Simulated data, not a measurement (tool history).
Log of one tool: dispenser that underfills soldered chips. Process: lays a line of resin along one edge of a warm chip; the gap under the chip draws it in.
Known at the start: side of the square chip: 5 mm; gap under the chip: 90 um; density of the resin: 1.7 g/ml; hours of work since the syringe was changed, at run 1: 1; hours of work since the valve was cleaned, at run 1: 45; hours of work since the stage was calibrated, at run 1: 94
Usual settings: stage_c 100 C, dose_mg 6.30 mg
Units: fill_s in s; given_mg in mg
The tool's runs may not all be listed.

run,hour,stage_c,dose_mg,hours of work since the syringe was changed,hours of work since the valve was cleaned,hours of work since the stage was calibrated,fill_s,given_mg
1,0.0,100,6.30,1,45,94,28.0,6.21
# hour 11.8: new syringe of resin
2,11.8,100,6.30,0,53,101,25.0,6.19
3,17.3,100,6.30,4,56,105,31.8,6.17
# hour 25.7: dispensing valve cleaned and set on the balance
# hour 27.2: new syringe of resin
4,29.3,100,7.86,1,2,112,26.7,7.84
5,35.9,100,7.86,6,7,117,35.1,7.88
# hour 41.2: new syringe of resin
6,41.6,100,7.86,0,10,120,26.0,7.83
7,50.0,104,7.86,6,16,126,32.5,7.81
# hour 55.8: new syringe of resin
8,59.6,104,7.86,3,22,132,25.6,7.79
9,65.2,100,6.30,6,26,136,36.0,6.23
# hour 69.4: new syringe of resin
10,77.1,100,6.30,5,33,143,34.7,6.22
11,82.4,110,6.30,9,37,147,33.1,6.20
# hour 83.8: new syringe of resin
12,91.5,100,6.30,5,43,153,33.9,6.18
# hour 98.3: new syringe of resin
13,98.5,100,6.30,0,47,157,24.9,6.20
14,105.6,100,6.30,5,52,162,34.1,6.15
# hour 112.1: new syringe of resin
15,115.3,100,6.30,2,58,168,29.3,6.14
# hour 120.8: dispensing valve cleaned and set on the balance
16,123.0,100,6.30,7,1,173,36.7,6.31
# hour 127.5: new syringe of resin
17,131.0,109,8.12,2,7,178,22.8,8.11
18,136.7,109,8.12,6,10,182,28.4,8.08
# hour 142.0: new syringe of resin
19,142.7,100,5.48,0,14,185,26.3,5.45
20,154.9,95,5.84,9,22,193,48.3,5.79
# hour 155.8: new syringe of resin
21,160.8,95,5.84,3,26,197,36.0,5.79
# hour 169.7: new syringe of resin
22,172.8,100,7.41,2,34,205,28.7,7.32
23,180.1,94,5.94,7,39,210,44.7,5.82
# hour 183.7: new syringe of resin
24,185.8,93,5.78,1,42,213,35.2,5.69
25,192.2,99,5.90,6,46,218,37.1,5.77
# hour 197.7: new syringe of resin
26,202.7,114,7.26,3,53,224,21.2,7.13
# hour 211.5: new syringe of resin
27,211.5,104,6.88,0,59,230,23.2,6.69
# hour 215.5: dispensing valve cleaned and set on the balance
28,219.0,96,7.57,4,2,234,37.3,7.54
# hour 226.9: new syringe of resin
29,231.6,100,6.54,3,10,243,31.7,6.48
30,237.0,90,8.11,7,14,246,50.1,8.05
# hour 241.1: new syringe of resin
31,243.5,90,6.64,2,18,250,38.1,6.55

How the hidden state differs across the entries between the runs, from the last listed run before each to the first after it:
Between runs 1 and 2: new syringe of resin (hour 11.8)
  resin's viscosity, % of fresh resin's: 107.7 -> 97.8; dose that the valve gives, % of what is set: 98.4 -> 98.08; true chip temperature over the reading, C: -0.65 -> -0.71
  measured less the result without the state, fill_s: +2.5 -> +0.0 s; given_mg: -0.10 -> -0.13 mg
Between runs 3 and 4: dispensing valve cleaned and set on the balance (hour 25.7); new syringe of resin (hour 27.2)
  resin's viscosity, % of fresh resin's: 120.8 -> 108; dose that the valve gives, % of what is set: 97.93 -> 100.04; true chip temperature over the reading, C: -0.74 -> -0.79
  measured less the result without the state, fill_s: +5.9 -> +2.5 s; given_mg: -0.13 -> +0.01 mg
Between runs 5 and 6: new syringe of resin (hour 41.2)
  resin's viscosity, % of fresh resin's: 139.5 -> 102.3; dose that the valve gives, % of what is set: 99.85 -> 99.68; true chip temperature over the reading, C: -0.82 -> -0.84
  measured less the result without the state, fill_s: +10.4 -> +1.1 s; given_mg: -0.01 -> -0.03 mg
Between runs 7 and 8: new syringe of resin (hour 55.8)
  resin's viscosity, % of fresh resin's: 141.1 -> 114.2; dose that the valve gives, % of what is set: 99.42 -> 99.14; true chip temperature over the reading, C: -0.89 -> -0.93
  measured less the result without the state, fill_s: +9.9 -> +3.7 s; given_mg: -0.04 -> -0.07 mg
Between runs 9 and 10: new syringe of resin (hour 69.4)
  resin's viscosity, % of fresh resin's: 141.7 -> 137; dose that the valve gives, % of what is set: 98.98 -> 98.64; true chip temperature over the reading, C: -0.96 -> -1.01
  measured less the result without the state, fill_s: +11.2 -> +10.0 s; given_mg: -0.07 -> -0.09 mg
Between runs 11 and 12: new syringe of resin (hour 83.8)
  resin's viscosity, % of fresh resin's: 168.3 -> 133.7; dose that the valve gives, % of what is set: 98.48 -> 98.22; true chip temperature over the reading, C: -1.03 -> -1.07
  measured less the result without the state, fill_s: +14.0 -> +9.5 s; given_mg: -0.09 -> -0.11 mg
Between runs 12 and 13: new syringe of resin (hour 98.3)
  resin's viscosity, % of fresh resin's: 133.7 -> 99.8; dose that the valve gives, % of what is set: 98.22 -> 98.02; true chip temperature over the reading, C: -1.07 -> -1.1
  measured less the result without the state, fill_s: +9.5 -> +0.8 s; given_mg: -0.11 -> -0.13 mg
Between runs 14 and 15: new syringe of resin (hour 112.1)
  resin's viscosity, % of fresh resin's: 131.2 -> 112.6; dose that the valve gives, % of what is set: 97.8 -> 97.52; true chip temperature over the reading, C: -1.13 -> -1.18
  measured less the result without the state, fill_s: +8.8 -> +4.1 s; given_mg: -0.14 -> -0.16 mg
Between runs 15 and 16: dispensing valve cleaned and set on the balance (hour 120.8)
  resin's viscosity, % of fresh resin's: 112.6 -> 145.7; dose that the valve gives, % of what is set: 97.52 -> 100.02; true chip temperature over the reading, C: -1.18 -> -1.21
  measured less the result without the state, fill_s: +4.1 -> +12.5 s; given_mg: -0.16 -> +0.00 mg
Between runs 16 and 17: new syringe of resin (hour 127.5)
  resin's viscosity, % of fresh resin's: 145.7 -> 113.6; dose that the valve gives, % of what is set: 100.02 -> 99.8; true chip temperature over the reading, C: -1.21 -> -1.25
  measured less the result without the state, fill_s: +12.5 -> +3.3 s; given_mg: +0.00 -> -0.02 mg
Between runs 18 and 19: new syringe of resin (hour 142.0)
  resin's viscosity, % of fresh resin's: 141.4 -> 100.8; dose that the valve gives, % of what is set: 99.63 -> 99.47; true chip temperature over the reading, C: -1.28 -> -1.31
  measured less the result without the state, fill_s: +8.9 -> +1.2 s; given_mg: -0.03 -> -0.03 mg
Between runs 20 and 21: new syringe of resin (hour 155.8)
  resin's viscosity, % of fresh resin's: 160.7 -> 121.4; dose that the valve gives, % of what is set: 99.13 -> 98.98; true chip temperature over the reading, C: -1.37 -> -1.39
  measured less the result without the state, fill_s: +19.4 -> +7.6 s; given_mg: -0.05 -> -0.06 mg
Between runs 21 and 22: new syringe of resin (hour 169.7)
  resin's viscosity, % of fresh resin's: 121.4 -> 110.5; dose that the valve gives, % of what is set: 98.98 -> 98.65; true chip temperature over the reading, C: -1.39 -> -1.45
  measured less the result without the state, fill_s: +7.6 -> +3.8 s; given_mg: -0.06 -> -0.10 mg
Between runs 23 and 24: new syringe of resin (hour 183.7)
  resin's viscosity, % of fresh resin's: 146.6 -> 108.8; dose that the valve gives, % of what is set: 98.44 -> 98.3; true chip temperature over the reading, C: -1.48 -> -1.51
  measured less the result without the state, fill_s: +15.5 -> +4.3 s; given_mg: -0.09 -> -0.09 mg
Between runs 25 and 26: new syringe of resin (hour 197.7)
  resin's viscosity, % of fresh resin's: 138.9 -> 121.7; dose that the valve gives, % of what is set: 98.13 -> 97.84; true chip temperature over the reading, C: -1.54 -> -1.59
  measured less the result without the state, fill_s: +11.6 -> +4.6 s; given_mg: -0.11 -> -0.16 mg
Between runs 26 and 27: new syringe of resin (hour 211.5)
  resin's viscosity, % of fresh resin's: 121.7 -> 101.7; dose that the valve gives, % of what is set: 97.84 -> 97.59; true chip temperature over the reading, C: -1.59 -> -1.63
  measured less the result without the state, fill_s: +4.6 -> +1.4 s; given_mg: -0.16 -> -0.17 mg
Between runs 27 and 28: dispensing valve cleaned and set on the balance (hour 215.5)
  resin's viscosity, % of fresh resin's: 101.7 -> 130.3; dose that the valve gives, % of what is set: 97.59 -> 99.63; true chip temperature over the reading, C: -1.63 -> -1.67
  measured less the result without the state, fill_s: +1.4 -> +10.0 s; given_mg: -0.17 -> -0.03 mg
Between runs 28 and 29: new syringe of resin (hour 226.9)
  resin's viscosity, % of fresh resin's: 130.3 -> 119.6; dose that the valve gives, % of what is set: 99.63 -> 99.27; true chip temperature over the reading, C: -1.67 -> -1.72
  measured less the result without the state, fill_s: +10.0 -> +6.4 s; given_mg: -0.03 -> -0.05 mg
Between runs 30 and 31: new syringe of resin (hour 241.1)
  resin's viscosity, % of fresh resin's: 147.1 -> 109.4; dose that the valve gives, % of what is set: 99.08 -> 98.9; true chip temperature over the reading, C: -1.75 -> -1.78
  measured less the result without the state, fill_s: +17.9 -> +5.1 s; given_mg: -0.08 -> -0.07 mg
